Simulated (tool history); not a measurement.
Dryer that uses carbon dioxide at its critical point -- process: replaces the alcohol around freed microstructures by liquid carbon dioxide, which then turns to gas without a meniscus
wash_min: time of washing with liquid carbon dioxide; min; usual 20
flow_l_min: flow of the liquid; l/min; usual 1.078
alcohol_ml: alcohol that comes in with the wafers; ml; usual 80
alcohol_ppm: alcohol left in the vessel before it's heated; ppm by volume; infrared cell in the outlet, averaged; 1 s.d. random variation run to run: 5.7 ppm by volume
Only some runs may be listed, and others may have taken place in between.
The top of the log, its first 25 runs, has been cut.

run,hour,wash_min,flow_l_min,alcohol_ml,hours of work since the filter was changed,hours of work since the purifier's bed was changed,alcohol_ppm
26,402.8,21,0.97,80,146,281,341
27,416.5,20,1.19,70,157,291,153
28,429.4,17,0.85,29,168,302,431
29,443.7,20,1.26,67,179,313,131
30,453.8,15,0.93,23,187,321,388
31,472.4,15,0.93,23,202,336,410
32,487.5,15,0.93,23,214,348,408
33,510.6,15,0.97,23,232,367,374
34,531.9,20,0.84,96,249,384,942
35,550,20,0.84,104,264,398,1011
36,567.8,12,0.84,27,278,412,1002
37,582.7,12,0.84,27,290,424,1015
38,593.3,12,0.84,27,298,432,1007
39,605.6,16,1.51,31,308,442,125
40,619.1,16,1.51,31,319,453,127
41,631.2,28,0.75,111,329,463,572
42,648.9,28,0.75,111,343,477,588
43,666.3,28,0.75,111,357,491,616
44,679.6,18,0.9,80,367,501,969
45,703.2,28,0.69,80,386,520,620
46,716.6,18,1.078,26,397,531,231

Alternative continuations, all from the tool just after run 46; predict every row:
A,733.4,26,1.22,33,410,544,?
B,733.4,16,1.2,25,410,544,?
C,733.4,24,1.078,118,410,544,?
D,733.4,26,1.078,92,410,544,?
E,733.4,15,1,23,410,544,?

run,alcohol_ppm
A,111
B,232
C,285
D,193
E,410
With no hidden state in the tool, these same runs would have given:
run,alcohol_ppm
A,24
B,93
C,103
D,57
E,219
